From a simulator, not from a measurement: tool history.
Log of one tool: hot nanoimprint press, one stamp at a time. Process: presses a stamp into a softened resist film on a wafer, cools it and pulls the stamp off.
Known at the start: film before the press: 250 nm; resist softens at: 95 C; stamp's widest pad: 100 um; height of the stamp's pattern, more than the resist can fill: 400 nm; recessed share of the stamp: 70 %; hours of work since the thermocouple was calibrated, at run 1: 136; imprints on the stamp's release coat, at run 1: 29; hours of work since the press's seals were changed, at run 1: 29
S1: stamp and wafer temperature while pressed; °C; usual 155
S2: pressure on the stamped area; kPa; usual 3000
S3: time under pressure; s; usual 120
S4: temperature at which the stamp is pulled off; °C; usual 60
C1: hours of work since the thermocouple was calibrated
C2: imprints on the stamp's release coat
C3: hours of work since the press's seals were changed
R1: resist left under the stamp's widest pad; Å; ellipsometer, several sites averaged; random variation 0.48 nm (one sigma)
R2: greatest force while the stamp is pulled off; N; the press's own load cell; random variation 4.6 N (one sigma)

run	hour	S1	S2	S3	S4	C1	C2	C3	R1	R2
1	0.0	155	3000	120	60	136	29	29	1246	219
2	5.6	155	3000	141	60	138	46	32	1177	231
3	11.9	155	3000	141	67	141	63	34	1166	183
4	22.1	155	3000	141	67	145	92	39	1167	179
5	31.0	155	3000	120	60	149	118	42	1238	233
6	38.4	155	3000	120	60	152	139	46	1248	227
7	49.9	155	3000	120	60	157	172	50	1242	228
8	56.4	155	3000	120	51	160	190	53	1243	283
9	64.8	155	3000	120	51	163	214	57	1244	277
10	75.9	155	3000	120	51	168	246	61	1236	287
11	87.4	155	3000	120	51	173	279	66	1245	285
12	95.4	163	3000	120	60	176	301	70	922	231
13	103.8	163	3000	120	60	180	325	73	921	228
14	115.6	161	2990	120	49	185	359	78	1000	302
15	121.7	155	3000	137	60	187	377	81	1184	234
16	128.3	164	3000	120	56	190	395	84	888	245
17	135.6	167	3000	80	60	193	416	87	948	232
18	143.5	167	3000	80	60	197	439	90	944	221
19	149.8	155	2860	120	66	199	457	93	1271	190

Run 20 comes next. What will it give?
20	157.5	155	2860	120	66	203	479	96	?	?

Run 20 gave R1 1260 Å, R2 187 N.
Without the tool's hidden state the same run would have given R1 1261 Å, R2 185 N.
